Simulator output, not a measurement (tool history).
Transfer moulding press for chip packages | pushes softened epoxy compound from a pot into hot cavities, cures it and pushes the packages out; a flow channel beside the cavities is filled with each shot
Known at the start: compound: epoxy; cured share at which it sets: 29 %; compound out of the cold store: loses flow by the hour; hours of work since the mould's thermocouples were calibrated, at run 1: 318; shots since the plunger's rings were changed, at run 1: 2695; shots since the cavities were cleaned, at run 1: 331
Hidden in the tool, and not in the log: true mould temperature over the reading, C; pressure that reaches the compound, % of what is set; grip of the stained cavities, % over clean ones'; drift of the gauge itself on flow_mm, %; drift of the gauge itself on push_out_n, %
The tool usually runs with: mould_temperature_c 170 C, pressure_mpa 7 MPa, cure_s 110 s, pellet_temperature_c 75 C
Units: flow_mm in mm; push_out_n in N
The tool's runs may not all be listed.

run,hour,mould_temperature_c,pressure_mpa,cure_s,pellet_temperature_c,hours of work since the mould's thermocouples were calibrated,shots since the plunger's rings were changed,shots since the cavities were cleaned,incoming compound's hours out of the cold store,flow_mm,push_out_n
1,0,170,7,110,75,318,2695,331,37.6,638,917
2,30.4,170,7,110,79,338,3014,650,18.9,690,1108
# hour 54.7: cavities cleaned with cleaning compound and waxed
3,59.7,170,7,110,75,357,3307,53,28.9,658,618
# hour 77.2: mould's thermocouples calibrated
4,95.4,170,7,110,65,12,3661,407,34.7,639,1064
5,115.1,170,7,98,65,25,3868,614,25,666,1523
# hour 140.3: cavities cleaned with cleaning compound and waxed
6,142.6,170,7,98,65,42,4142,24,43.2,613,727
7,163.1,170,7,98,65,56,4356,238,10.6,708,1254
# hour 196.8: plunger's sealing rings changed
8,196.8,170,7,110,75,76,0,567,32.5,671,1093
9,215,170,7,110,75,89,191,758,22.5,701,1204
# hour 226.2: cavities cleaned with cleaning compound and waxed
10,246.7,170,7.23,110,67,108,509,215,47.3,634,818
11,261.9,166,7.76,135,73,119,669,375,30.6,724,852
12,289.2,166,6.74,135,66,137,955,661,39.4,647,1046
13,306.2,166,6.74,135,66,148,1134,840,21.9,697,1098
# hour 309.7: cavities cleaned with cleaning compound and waxed
14,323.2,166,6.74,135,66,158,1297,141,8.1,741,741
15,344.8,170,6.74,135,66,172,1525,369,37.6,633,779
16,372.8,170,6.74,135,66,191,1819,663,24.6,669,844

What would each run have given without the hidden state, its run-to-run variation left as it was?
run,flow_mm,push_out_n
1,659,497
2,717,525
3,686,507
4,667,530
5,696,700
6,643,651
7,744,731
8,673,517
9,704,539
10,639,489
11,732,443
12,656,489
13,707,492
14,754,492
15,645,406
16,685,392

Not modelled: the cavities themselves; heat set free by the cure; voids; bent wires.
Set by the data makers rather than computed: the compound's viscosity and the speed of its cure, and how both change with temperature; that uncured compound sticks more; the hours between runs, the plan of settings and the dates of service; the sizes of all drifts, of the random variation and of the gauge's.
